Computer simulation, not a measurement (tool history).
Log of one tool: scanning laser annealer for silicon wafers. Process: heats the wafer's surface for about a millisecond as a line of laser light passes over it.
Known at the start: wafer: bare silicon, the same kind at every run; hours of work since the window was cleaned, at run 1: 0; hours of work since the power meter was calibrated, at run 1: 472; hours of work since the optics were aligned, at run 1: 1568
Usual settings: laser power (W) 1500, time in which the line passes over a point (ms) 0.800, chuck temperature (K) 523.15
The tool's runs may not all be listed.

| run | hour | laser power (W) | time in which the line passes over a point (ms) | chuck temperature (K) | hours of work since the window was cleaned | hours of work since the power meter was calibrated | hours of work since the optics were aligned | highest temperature of the surface (K) |
|---|---|---|---|---|---|---|---|---|
| 1 | 0.0 | 1500 | 0.800 | 523.15 | 0 | 472 | 1568 | 1286.15 |
| 2 | 13.8 | 1500 | 0.800 | 523.15 | 10 | 482 | 1579 | 1283.15 |
| 3 | 27.3 | 1500 | 0.800 | 523.15 | 20 | 492 | 1589 | 1282.15 |
| 4 | 41.2 | 1500 | 0.800 | 523.15 | 31 | 502 | 1599 | 1286.15 |
| 5 | 61.4 | 1500 | 0.800 | 523.15 | 46 | 518 | 1614 | 1278.15 |
| 6 | 70.0 | 1500 | 0.800 | 523.15 | 52 | 524 | 1621 | 1281.15 |
| 7 | 90.1 | 1500 | 0.800 | 514.15 | 67 | 539 | 1636 | 1270.15 |
| 8 | 105.0 | 1500 | 0.800 | 523.15 | 79 | 550 | 1647 | 1277.15 |
| 9 | 120.5 | 1500 | 0.800 | 520.15 | 90 | 562 | 1658 | 1275.15 |
| 10 | 135.9 | 1500 | 0.800 | 520.15 | 102 | 573 | 1670 | 1274.15 |
| 11 | 149.2 | 1500 | 0.800 | 520.15 | 112 | 583 | 1680 | 1276.15 |
|  | 153.2 | laser's power meter calibrated |
| 12 | 165.9 | 1500 | 0.565 | 520.15 | 122 | 9 | 1690 | 1163.15 |
| 13 | 183.7 | 1500 | 0.565 | 520.15 | 135 | 23 | 1703 | 1165.15 |
| 14 | 197.5 | 1500 | 0.565 | 520.15 | 145 | 33 | 1714 | 1160.15 |
| 15 | 211.2 | 1500 | 0.565 | 520.15 | 156 | 43 | 1724 | 1158.15 |
| 16 | 229.1 | 1500 | 0.565 | 520.15 | 169 | 57 | 1737 | 1161.15 |
|  | 241.3 | laser's power meter calibrated, once more |
| 17 | 250.5 | 1500 | 0.565 | 520.15 | 183 | 7 | 1751 | 1150.15 |
| 18 | 261.9 | 1500 | 0.565 | 520.15 | 191 | 15 | 1760 | 1149.15 |
| 19 | 280.9 | 1500 | 0.565 | 520.15 | 206 | 30 | 1774 | 1152.15 |
| 20 | 297.1 | 1500 | 0.800 | 559.15 | 218 | 42 | 1786 | 1302.15 |
| 21 | 315.6 | 1500 | 0.583 | 534.15 | 232 | 56 | 1800 | 1174.15 |
| 22 | 329.9 | 1500 | 0.583 | 534.15 | 242 | 66 | 1811 | 1177.15 |
| 23 | 345.3 | 1500 | 0.583 | 536.15 | 254 | 78 | 1822 | 1175.15 |
| 24 | 356.6 | 1500 | 0.583 | 536.15 | 262 | 86 | 1830 | 1174.15 |
| 25 | 376.5 | 1500 | 0.859 | 518.15 | 277 | 101 | 1845 | 1282.15 |
| 26 | 396.1 | 1458 | 0.607 | 518.15 | 292 | 116 | 1860 | 1142.15 |
| 27 | 416.0 | 1612 | 0.800 | 523.15 | 307 | 131 | 1875 | 1333.15 |
| 28 | 434.8 | 1278 | 0.800 | 548.15 | 321 | 145 | 1889 | 1147.15 |
|  | 441.2 | optics aligned, line set to its width |
| 29 | 457.2 | 1418 | 0.800 | 501.15 | 334 | 158 | 12 | 1197.15 |
| 30 | 468.5 | 1418 | 0.800 | 501.15 | 342 | 166 | 20 | 1200.15 |
| 31 | 482.5 | 1418 | 0.800 | 501.15 | 353 | 177 | 31 | 1195.15 |
| 32 | 502.7 | 1418 | 0.800 | 501.15 | 368 | 192 | 46 | 1197.15 |
| 33 | 513.8 | 1500 | 0.800 | 505.15 | 376 | 200 | 54 | 1249.15 |
| 34 | 523.1 | 1500 | 0.628 | 512.15 | 383 | 207 | 61 | 1178.15 |
| 35 | 542.8 | 1619 | 0.609 | 512.15 | 398 | 222 | 76 | 1238.15 |
| 36 | 560.0 | 1550 | 0.796 | 522.15 | 411 | 235 | 89 | 1293.15 |
| 37 | 568.5 | 1629 | 0.766 | 539.15 | 417 | 241 | 95 | 1347.15 |

4 ways to go on from here, each from the tool as it stands after run 37. What would each give?
| A | 587.1 | 1523 | 0.967 | 539.15 | 431 | 255 | 109 | ? |
| B | 587.1 | 1629 | 0.590 | 539.15 | 431 | 255 | 109 | ? |
| C | 587.1 | 1597 | 0.702 | 496.15 | 431 | 255 | 109 | ? |
| D | 587.1 | 1629 | 0.826 | 539.15 | 431 | 255 | 109 | ? |

| run | highest temperature of the surface (K) |
|---|---|
| A | 1364.15 |
| B | 1256.15 |
| C | 1253.15 |
| D | 1375.15 |
Without the tool's hidden state the same runs would have given:
| run | highest temperature of the surface (K) |
|---|---|
| A | 1394.15 |
| B | 1282.15 |
| C | 1281.15 |
| D | 1406.15 |
